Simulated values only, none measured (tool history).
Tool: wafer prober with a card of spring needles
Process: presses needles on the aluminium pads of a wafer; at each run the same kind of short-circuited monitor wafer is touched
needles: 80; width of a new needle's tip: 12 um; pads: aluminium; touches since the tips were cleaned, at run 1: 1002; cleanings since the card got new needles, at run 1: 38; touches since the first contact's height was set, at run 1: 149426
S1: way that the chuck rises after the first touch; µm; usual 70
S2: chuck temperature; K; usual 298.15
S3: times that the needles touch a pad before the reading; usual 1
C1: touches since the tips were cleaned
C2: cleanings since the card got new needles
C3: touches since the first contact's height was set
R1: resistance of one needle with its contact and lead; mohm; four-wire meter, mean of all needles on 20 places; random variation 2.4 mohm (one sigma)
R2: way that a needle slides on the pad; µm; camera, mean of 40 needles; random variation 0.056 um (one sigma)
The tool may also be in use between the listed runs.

run    hour  S1      S2  S3    C1   C2      C3   R1     R2
  1       0  70  298.15   1  1002   38  149426  267   9.84
          8  -- tips cleaned on abrasive film
       18.7  -- tips cleaned on abrasive film
         32  -- tips cleaned on abrasive film
       42.7  -- tips cleaned on abrasive film
       54.9  -- tips cleaned on abrasive film
  2    54.9  70  298.15   1     0   43  166419  264   9.77
       65.6  -- tips cleaned on abrasive film
       68.5  -- height of the first contact set anew
       76.5  -- tips cleaned on abrasive film
       89.9  -- tips cleaned on abrasive film
      100.5  -- tips cleaned on abrasive film
      113.9  -- tips cleaned on abrasive film
  3   119.8  70  298.15   1  1839   48   15884  267   9.76
      125.1  -- tips cleaned on abrasive film
      135.8  -- tips cleaned on abrasive film
      149.1  -- tips cleaned on abrasive film
      162.5  -- tips cleaned on abrasive film
      173.1  -- tips cleaned on abrasive film
      186.5  -- tips cleaned on abrasive film
      199.8  -- tips cleaned on abrasive film
      213.1  -- tips cleaned on abrasive film
  4   214.8  70  384.15   1   518   56   45317  292   9.76
      225.4  -- tips cleaned on abrasive film
      236.1  -- tips cleaned on abrasive film
      249.4  -- tips cleaned on abrasive film
      262.8  -- tips cleaned on abrasive film
      273.4  -- tips cleaned on abrasive film
      285.4  -- tips cleaned on abrasive film
  5   285.4  70  384.15   1     0   62   67211  296   9.68
      296.1  -- tips cleaned on abrasive film
      309.4  -- tips cleaned on abrasive film
      320.1  -- tips cleaned on abrasive film
      333.4  -- tips cleaned on abrasive film
      346.8  -- tips cleaned on abrasive film
  6   352.2  70  384.15   3  1696   67   87907  292   9.69
      357.6  -- tips cleaned on abrasive film
      368.3  -- tips cleaned on abrasive film
      381.6  -- tips cleaned on abrasive film
      394.9  -- tips cleaned on abrasive film
      408.3  -- tips cleaned on abrasive film
      421.6  -- tips cleaned on abrasive film
      434.9  -- tips cleaned on abrasive film
  7   438.1  70  344.15   1  1009   74  114540  279   9.76
      446.2  -- tips cleaned on abrasive film
      456.8  -- tips cleaned on abrasive film
      470.2  -- tips cleaned on abrasive film
      483.5  -- tips cleaned on abrasive film
  8   487.5  70  344.15   1  1240   78  129823  277   9.69
      495.5  -- tips cleaned on abrasive film
      508.8  -- tips cleaned on abrasive film
      522.1  -- tips cleaned on abrasive film
      535.5  -- tips cleaned on abrasive film
      546.1  -- tips cleaned on abrasive film
      558.2  -- tips cleaned on abrasive film
  9   558.2  63  298.15   1     0   84  151745  266   8.74
      571.5  -- tips cleaned on abrasive film
      584.9  -- tips cleaned on abrasive film
      598.2  -- tips cleaned on abrasive film
 10   608.4  63  298.15   1  3199   87  167336  267   8.73
      611.2  -- tips cleaned on abrasive film
      619.4  -- height of the first contact set anew
      624.8  -- tips cleaned on abrasive film
      638.1  -- tips cleaned on abrasive film
      648.8  -- tips cleaned on abrasive film
 11   653.7  63  298.15   1  1531   91   10618  269   8.76
      661.7  -- tips cleaned on abrasive film
      672.4  -- tips cleaned on abrasive film
      683.1  -- tips cleaned on abrasive film
      696.4  -- tips cleaned on abrasive film
      709.7  -- tips cleaned on abrasive film
 12   711.3  70  298.15   2   507   96   28473  268   9.69
        722  -- tips cleaned on abrasive film
      732.7  -- tips cleaned on abrasive film
        746  -- tips cleaned on abrasive film
      756.7  -- tips cleaned on abrasive film
        770  -- tips cleaned on abrasive film
      781.4  -- tips cleaned on abrasive film
 13   781.4  70  298.15   2     0  102   50161  269   9.78
      794.7  -- tips cleaned on abrasive film
        808  -- tips cleaned on abrasive film
      818.7  -- tips cleaned on abrasive film
        832  -- tips cleaned on abrasive film
 14     837  70  306.15   1  1557  106   67414  270   9.79
        845  -- tips cleaned on abrasive film
      858.3  -- tips cleaned on abrasive film
      871.7  -- tips cleaned on abrasive film
      882.3  -- tips cleaned on abrasive film
      895.7  -- tips cleaned on abrasive film
 15   902.3  63  301.15   3  2089  111   87677  269   8.83
      907.7  -- tips cleaned on abrasive film
      921.1  -- tips cleaned on abrasive film
      934.4  -- tips cleaned on abrasive film
      947.7  -- tips cleaned on abrasive film
      958.4  -- tips cleaned on abrasive film
      971.7  -- tips cleaned on abrasive film
 16   978.6  75  362.15   1  2158  117  111312  285  10.44
        984  -- tips cleaned on abrasive film
      997.3  -- tips cleaned on abrasive film
       1008  -- tips cleaned on abrasive film
     1021.3  -- tips cleaned on abrasive film
     1034.6  -- tips cleaned on abrasive film
     1045.3  -- tips cleaned on abrasive film
 17  1048.7  85  328.15   1  1076  123  133041  276  11.87
     1056.8  -- tips cleaned on abrasive film
     1067.5  -- tips cleaned on abrasive film
     1080.8  -- tips cleaned on abrasive film
     1094.1  -- tips cleaned on abrasive film
     1107.4  -- tips cleaned on abrasive film
     1120.7  -- tips cleaned on abrasive film
     1131.4  -- tips cleaned on abrasive film
 18    1134  57  350.15   1   800  130  159450  289   7.96
     1144.7  -- tips cleaned on abrasive film
     1155.3  -- tips cleaned on abrasive film
     1168.7  -- tips cleaned on abrasive film
     1171.6  -- height of the first contact set anew
     1182.3  -- tips cleaned on abrasive film
       1193  -- tips cleaned on abrasive film
     1206.3  -- tips cleaned on abrasive film
     1219.6  -- tips cleaned on abrasive film
 19  1228.7  85  350.15   3  2851  137   17721  281  11.89
     1231.5  -- tips cleaned on abrasive film
     1242.1  -- tips cleaned on abrasive film
     1255.5  -- tips cleaned on abrasive film
     1268.8  -- tips cleaned on abrasive film
 20  1270.9  79  307.15   1   651  141   30764  275   11.1
     1281.6  -- tips cleaned on abrasive film
     1294.9  -- tips cleaned on abrasive film
     1308.2  -- tips cleaned on abrasive film
     1321.5  -- tips cleaned on abrasive film
 21  1331.4  79  307.15   1  3083  145   49543  271  11.05
     1334.1  -- tips cleaned on abrasive film
     1347.4  -- tips cleaned on abrasive film
     1360.8  -- tips cleaned on abrasive film
     1374.1  -- tips cleaned on abrasive film
     1387.4  -- tips cleaned on abrasive film
     1398.1  -- tips cleaned on abrasive film
     1411.4  -- tips cleaned on abrasive film
     1422.1  -- tips cleaned on abrasive film
 22    1424  70  298.15   1   612  153   78243  263   9.73
     1434.7  -- tips cleaned on abrasive film
       1448  -- tips cleaned on abrasive film
     1458.7  -- tips cleaned on abrasive film
 23  1463.5  51  312.15   2  1506  156   90490  278   7.06

How the hidden state differs across the entries between the runs, from the last listed run before each to the first after it:
Between runs 1 and 2: tips cleaned on abrasive film (hour 8); tips cleaned on abrasive film (hour 18.7); tips cleaned on abrasive film (hour 32); tips cleaned on abrasive film (hour 42.7); tips cleaned on abrasive film (hour 54.9)
  no hidden state differs between the two runs
Between runs 2 and 3: tips cleaned on abrasive film (hour 65.6); height of the first contact set anew (hour 68.5); tips cleaned on abrasive film (hour 76.5); tips cleaned on abrasive film (hour 89.9); tips cleaned on abrasive film (hour 100.5); tips cleaned on abrasive film (hour 113.9)
  debris on the tips, nm: 0 -> 0.1
Between runs 3 and 4: tips cleaned on abrasive film (hour 125.1); tips cleaned on abrasive film (hour 135.8); tips cleaned on abrasive film (hour 149.1); tips cleaned on abrasive film (hour 162.5); tips cleaned on abrasive film (hour 173.1); tips cleaned on abrasive film (hour 186.5); tips cleaned on abrasive film (hour 199.8); tips cleaned on abrasive film (hour 213.1)
  debris on the tips, nm: 0.1 -> 0
Between runs 4 and 5: tips cleaned on abrasive film (hour 225.4); tips cleaned on abrasive film (hour 236.1); tips cleaned on abrasive film (hour 249.4); tips cleaned on abrasive film (hour 262.8); tips cleaned on abrasive film (hour 273.4); tips cleaned on abrasive film (hour 285.4)
  no hidden state differs between the two runs
Between runs 5 and 6: tips cleaned on abrasive film (hour 296.1); tips cleaned on abrasive film (hour 309.4); tips cleaned on abrasive film (hour 320.1); tips cleaned on abrasive film (hour 333.4); tips cleaned on abrasive film (hour 346.8)
  debris on the tips, nm: 0 -> 0.1
Between runs 6 and 7: tips cleaned on abrasive film (hour 357.6); tips cleaned on abrasive film (hour 368.3); tips cleaned on abrasive film (hour 381.6); tips cleaned on abrasive film (hour 394.9); tips cleaned on abrasive film (hour 408.3); tips cleaned on abrasive film (hour 421.6); tips cleaned on abrasive film (hour 434.9)
  no hidden state differs between the two runs
Between runs 7 and 8: tips cleaned on abrasive film (hour 446.2); tips cleaned on abrasive film (hour 456.8); tips cleaned on abrasive film (hour 470.2); tips cleaned on abrasive film (hour 483.5)
  no hidden state differs between the two runs
Between runs 8 and 9: tips cleaned on abrasive film (hour 495.5); tips cleaned on abrasive film (hour 508.8); tips cleaned on abrasive film (hour 522.1); tips cleaned on abrasive film (hour 535.5); tips cleaned on abrasive film (hour 546.1); tips cleaned on abrasive film (hour 558.2)
  debris on the tips, nm: 0.1 -> 0
Between runs 9 and 10: tips cleaned on abrasive film (hour 571.5); tips cleaned on abrasive film (hour 584.9); tips cleaned on abrasive film (hour 598.2)
  debris on the tips, nm: 0 -> 0.1
Between runs 10 and 11: tips cleaned on abrasive film (hour 611.2); height of the first contact set anew (hour 619.4); tips cleaned on abrasive film (hour 624.8); tips cleaned on abrasive film (hour 638.1); tips cleaned on abrasive film (hour 648.8)
  no hidden state differs between the two runs
Between runs 11 and 12: tips cleaned on abrasive film (hour 661.7); tips cleaned on abrasive film (hour 672.4); tips cleaned on abrasive film (hour 683.1); tips cleaned on abrasive film (hour 696.4); tips cleaned on abrasive film (hour 709.7)
  debris on the tips, nm: 0.1 -> 0
Between runs 12 and 13: tips cleaned on abrasive film (hour 722); tips cleaned on abrasive film (hour 732.7); tips cleaned on abrasive film (hour 746); tips cleaned on abrasive film (hour 756.7); tips cleaned on abrasive film (hour 770); tips cleaned on abrasive film (hour 781.4)
  no hidden state differs between the two runs
Between runs 13 and 14: tips cleaned on abrasive film (hour 794.7); tips cleaned on abrasive film (hour 808); tips cleaned on abrasive film (hour 818.7); tips cleaned on abrasive film (hour 832)
  debris on the tips, nm: 0 -> 0.1
Between runs 14 and 15: tips cleaned on abrasive film (hour 845); tips cleaned on abrasive film (hour 858.3); tips cleaned on abrasive film (hour 871.7); tips cleaned on abrasive film (hour 882.3); tips cleaned on abrasive film (hour 895.7)
  no hidden state differs between the two runs
Between runs 15 and 16: tips cleaned on abrasive film (hour 907.7); tips cleaned on abrasive film (hour 921.1); tips cleaned on abrasive film (hour 934.4); tips cleaned on abrasive film (hour 947.7); tips cleaned on abrasive film (hour 958.4); tips cleaned on abrasive film (hour 971.7)
  no hidden state differs between the two runs
Between runs 16 and 17: tips cleaned on abrasive film (hour 984); tips cleaned on abrasive film (hour 997.3); tips cleaned on abrasive film (hour 1008); tips cleaned on abrasive film (hour 1021.3); tips cleaned on abrasive film (hour 1034.6); tips cleaned on abrasive film (hour 1045.3)
  no hidden state differs between the two runs
Between runs 17 and 18: tips cleaned on abrasive film (hour 1056.8); tips cleaned on abrasive film (hour 1067.5); tips cleaned on abrasive film (hour 1080.8); tips cleaned on abrasive film (hour 1094.1); tips cleaned on abrasive film (hour 1107.4); tips cleaned on abrasive film (hour 1120.7); tips cleaned on abrasive film (hour 1131.4)
  no hidden state differs between the two runs
Between runs 18 and 19: tips cleaned on abrasive film (hour 1144.7); tips cleaned on abrasive film (hour 1155.3); tips cleaned on abrasive film (hour 1168.7); height of the first contact set anew (hour 1171.6); tips cleaned on abrasive film (hour 1182.3); tips cleaned on abrasive film (hour 1193); tips cleaned on abrasive film (hour 1206.3); tips cleaned on abrasive film (hour 1219.6)
  tips' diameter, um: 12 -> 12.01
Between runs 19 and 20: tips cleaned on abrasive film (hour 1231.5); tips cleaned on abrasive film (hour 1242.1); tips cleaned on abrasive film (hour 1255.5); tips cleaned on abrasive film (hour 1268.8)
  debris on the tips, nm: 0.1 -> 0
Between runs 20 and 21: tips cleaned on abrasive film (hour 1281.6); tips cleaned on abrasive film (hour 1294.9); tips cleaned on abrasive film (hour 1308.2); tips cleaned on abrasive film (hour 1321.5)
  debris on the tips, nm: 0 -> 0.1
Between runs 21 and 22: tips cleaned on abrasive film (hour 1334.1); tips cleaned on abrasive film (hour 1347.4); tips cleaned on abrasive film (hour 1360.8); tips cleaned on abrasive film (hour 1374.1); tips cleaned on abrasive film (hour 1387.4); tips cleaned on abrasive film (hour 1398.1); tips cleaned on abrasive film (hour 1411.4); tips cleaned on abrasive film (hour 1422.1)
  debris on the tips, nm: 0.1 -> 0
Between runs 22 and 23: tips cleaned on abrasive film (hour 1434.7); tips cleaned on abrasive film (hour 1448); tips cleaned on abrasive film (hour 1458.7)
  debris on the tips, nm: 0 -> 0.1
